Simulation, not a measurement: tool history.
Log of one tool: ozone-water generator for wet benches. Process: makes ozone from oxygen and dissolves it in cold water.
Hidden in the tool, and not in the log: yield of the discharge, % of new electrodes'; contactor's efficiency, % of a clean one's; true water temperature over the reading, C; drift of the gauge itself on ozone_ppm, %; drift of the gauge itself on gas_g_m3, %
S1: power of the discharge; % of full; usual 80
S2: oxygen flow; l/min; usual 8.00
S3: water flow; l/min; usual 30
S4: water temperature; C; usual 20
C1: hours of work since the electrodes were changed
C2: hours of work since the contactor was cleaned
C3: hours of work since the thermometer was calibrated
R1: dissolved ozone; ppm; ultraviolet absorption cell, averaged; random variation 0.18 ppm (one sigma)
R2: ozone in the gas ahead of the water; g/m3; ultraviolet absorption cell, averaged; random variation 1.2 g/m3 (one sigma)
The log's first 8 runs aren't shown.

{"run": 9, "hour": 545.7, "S1": 80, "S2": 8.0, "S3": 30, "S4": 13, "C1": 842, "C2": 4427, "C3": 3847, "R1": 27.3, "R2": 213.4}
{"run": 10, "hour": 614.4, "S1": 80, "S2": 12.47, "S3": 30, "S4": 20, "C1": 889, "C2": 4475, "C3": 3895, "R1": 25.1, "R2": 175.9}
{"run": 11, "hour": 661.2, "S1": 80, "S2": 12.47, "S3": 30, "S4": 20, "C1": 922, "C2": 4508, "C3": 3927, "R1": 25.1, "R2": 174.8}
{"run": 12, "hour": 709.3, "S1": 80, "S2": 12.47, "S3": 30, "S4": 20, "C1": 955, "C2": 4541, "C3": 3961, "R1": 25.0, "R2": 175.0}
{"run": 13, "hour": 798.9, "S1": 80, "S2": 12.47, "S3": 30, "S4": 20, "C1": 1018, "C2": 4603, "C3": 4023, "R1": 24.9, "R2": 174.8}
{"run": 14, "hour": 855.2, "S1": 80, "S2": 12.47, "S3": 30, "S4": 20, "C1": 1057, "C2": 4643, "C3": 4062, "R1": 25.1, "R2": 174.5}
{"run": 15, "hour": 903.3, "S1": 80, "S2": 12.47, "S3": 30, "S4": 20, "C1": 1090, "C2": 4676, "C3": 4096, "R1": 25.0, "R2": 174.7}
{"run": 16, "hour": 963.0, "S1": 80, "S2": 8.0, "S3": 30, "S4": 20, "C1": 1132, "C2": 4718, "C3": 4137, "R1": 24.7, "R2": 211.8}
{"run": 17, "hour": 1010.0, "S1": 80, "S2": 8.0, "S3": 30, "S4": 20, "C1": 1164, "C2": 4750, "C3": 4170, "R1": 24.4, "R2": 212.8}
{"run": 18, "hour": 1071.5, "S1": 80, "S2": 8.0, "S3": 30, "S4": 20, "C1": 1207, "C2": 4793, "C3": 4213, "R1": 24.9, "R2": 212.2}
{"run": 19, "hour": 1149.4, "S1": 80, "S2": 8.31, "S3": 28, "S4": 20, "C1": 1261, "C2": 4847, "C3": 4267, "R1": 26.0, "R2": 209.4}
{"run": 20, "hour": 1251.5, "S1": 83, "S2": 8.31, "S3": 28, "S4": 14, "C1": 1332, "C2": 4918, "C3": 4338, "R1": 29.0, "R2": 214.2}
{"hour": 1260.3, "done": "water thermometer calibrated"}
{"hour": 1283.6, "done": "contactor cleaned"}
{"run": 21, "hour": 1336.8, "S1": 83, "S2": 8.31, "S3": 28, "S4": 14, "C1": 1388, "C2": 37, "C3": 50, "R1": 29.4, "R2": 212.5}
{"run": 22, "hour": 1384.0, "S1": 88, "S2": 8.02, "S3": 22, "S4": 20, "C1": 1421, "C2": 70, "C3": 83, "R1": 33.6, "R2": 228.3}
{"run": 23, "hour": 1479.6, "S1": 88, "S2": 5.89, "S3": 22, "S4": 20, "C1": 1488, "C2": 136, "C3": 150, "R1": 32.6, "R2": 263.0}
{"hour": 1488.7, "done": "water thermometer calibrated, once more"}
{"run": 24, "hour": 1550.1, "S1": 88, "S2": 5.89, "S3": 36, "S4": 20, "C1": 1536, "C2": 185, "C3": 43, "R1": 22.5, "R2": 262.8}
{"run": 25, "hour": 1597.6, "S1": 88, "S2": 5.89, "S3": 36, "S4": 20, "C1": 1569, "C2": 218, "C3": 76, "R1": 22.5, "R2": 263.2}
{"run": 26, "hour": 1641.7, "S1": 65, "S2": 8.14, "S3": 24, "S4": 13, "C1": 1600, "C2": 249, "C3": 106, "R1": 27.4, "R2": 172.9}
{"run": 27, "hour": 1707.2, "S1": 83, "S2": 12.23, "S3": 30, "S4": 20, "C1": 1646, "C2": 294, "C3": 152, "R1": 26.0, "R2": 178.7}
{"run": 28, "hour": 1769.7, "S1": 83, "S2": 12.23, "S3": 30, "S4": 20, "C1": 1689, "C2": 338, "C3": 195, "R1": 25.9, "R2": 179.8}
{"run": 29, "hour": 1830.7, "S1": 83, "S2": 12.23, "S3": 30, "S4": 20, "C1": 1731, "C2": 380, "C3": 238, "R1": 25.9, "R2": 178.4}
{"run": 30, "hour": 1895.9, "S1": 41, "S2": 11.93, "S3": 30, "S4": 16, "C1": 1777, "C2": 425, "C3": 283, "R1": 14.8, "R2": 94.9}
{"run": 31, "hour": 2000.9, "S1": 41, "S2": 11.93, "S3": 30, "S4": 16, "C1": 1850, "C2": 498, "C3": 356, "R1": 15.0, "R2": 96.1}
{"run": 32, "hour": 2082.2, "S1": 58, "S2": 6.38, "S3": 28, "S4": 24, "C1": 1906, "C2": 555, "C3": 413, "R1": 18.3, "R2": 172.7}

4 ways to go on from here, each from the tool as it stands after run 32. What would each give?
{"run": "A", "hour": 2146.7, "S1": 51, "S2": 13.19, "S3": 30, "S4": 26, "C1": 1951, "C2": 600, "C3": 457, "R1": "?", "R2": "?"}
{"run": "B", "hour": 2146.7, "S1": 80, "S2": 4.6, "S3": 22, "S4": 24, "C1": 1951, "C2": 600, "C3": 457, "R1": "?", "R2": "?"}
{"run": "C", "hour": 2146.7, "S1": 80, "S2": 8.0, "S3": 45, "S4": 20, "C1": 1951, "C2": 600, "C3": 457, "R1": "?", "R2": "?"}
{"run": "D", "hour": 2146.7, "S1": 80, "S2": 8.0, "S3": 47, "S4": 20, "C1": 1951, "C2": 600, "C3": 457, "R1": "?", "R2": "?"}

run=A R1=14.9 R2=110.5
run=B R1=27.8 R2=268.0
run=C R1=17.6 R2=206.5
run=D R1=17.1 R2=207.5
Without the tool's hidden state the same runs would have given:
run=A R1=15.4 R2=113.7
run=B R1=29.2 R2=280.2
run=C R1=18.6 R2=215.8
run=D R1=17.9 R2=216.8
